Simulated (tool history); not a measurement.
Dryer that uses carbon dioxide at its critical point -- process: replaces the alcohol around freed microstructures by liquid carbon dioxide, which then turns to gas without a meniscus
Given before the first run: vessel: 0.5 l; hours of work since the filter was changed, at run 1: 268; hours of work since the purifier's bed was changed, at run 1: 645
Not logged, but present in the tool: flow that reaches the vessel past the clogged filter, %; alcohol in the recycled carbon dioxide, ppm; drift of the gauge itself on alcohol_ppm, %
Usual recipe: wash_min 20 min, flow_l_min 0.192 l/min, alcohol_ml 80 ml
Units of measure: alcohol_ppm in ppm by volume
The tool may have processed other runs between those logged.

run   hour  wash_min  flow_l_min  alcohol_ml  hours of work since the filter was changed  hours of work since the purifier's bed was changed  alcohol_ppm
  1    0.0        20       0.192          80                                         268                                                 645          549
  2   33.4        20       0.192          80                                         284                                                 661          569
      43.7  -- inlet filter changed
  3   68.0        20       0.192          80                                          12                                                 677          327
  4   87.4        20       0.192          23                                          21                                                 687          112
  5  119.3        20       0.192          28                                          36                                                 702          136
  6  154.2        20       0.192          28                                          53                                                 719          135
  7  186.0        20       0.192          28                                          68                                                 734          142
  8  204.0        20       0.192          80                                          77                                                 743          373
  9  220.1        20       0.192          80                                          85                                                 750          384
 10  241.3        20       0.192          80                                          95                                                 760          401
 11  257.4        20       0.192          80                                         102                                                 768          406
 12  288.2        17       0.167          55                                         117                                                 783         1362
 13  321.7        25       0.192          45                                         133                                                 799           68
 14  347.7        20       0.192          55                                         146                                                 811          308
 15  365.5        29       0.192          21                                         154                                                 820           30
 16  388.4        20       0.192          29                                         165                                                 831          179
 17  420.3        32       0.173          24                                         180                                                 846           34
 18  435.5        24       0.173          72                                         188                                                 853          285
 19  468.6        24       0.310          81                                         204                                                 869           37
 20  483.3        24       0.310          81                                         211                                                 876           21
 21  499.7        20       0.133          21                                         218                                                 884          841
 22  531.1        22       0.191          24                                         234                                                 899          114

Each row is a separate what-if for the run after 22, all from the same tool condition, not one after another. Results?
  A  547.6        22       0.191          63                                         241                                                 907            ?
  B  547.6        19       0.191          46                                         241                                                 907            ?
  C  547.6        20       0.192          30                                         241                                                 907            ?
  D  547.6        20       0.192          36                                         241                                                 907            ?
  E  547.6        20       0.259          21                                         241                                                 907            ?

run  alcohol_ppm
  A          247
  B          424
  C          212
  D          246
  E           43
Stripped of hidden state, with their random variation kept, the same runs would have yielded:
run  alcohol_ppm
  A          134
  B          256
  C          120
  D          139
  E           14

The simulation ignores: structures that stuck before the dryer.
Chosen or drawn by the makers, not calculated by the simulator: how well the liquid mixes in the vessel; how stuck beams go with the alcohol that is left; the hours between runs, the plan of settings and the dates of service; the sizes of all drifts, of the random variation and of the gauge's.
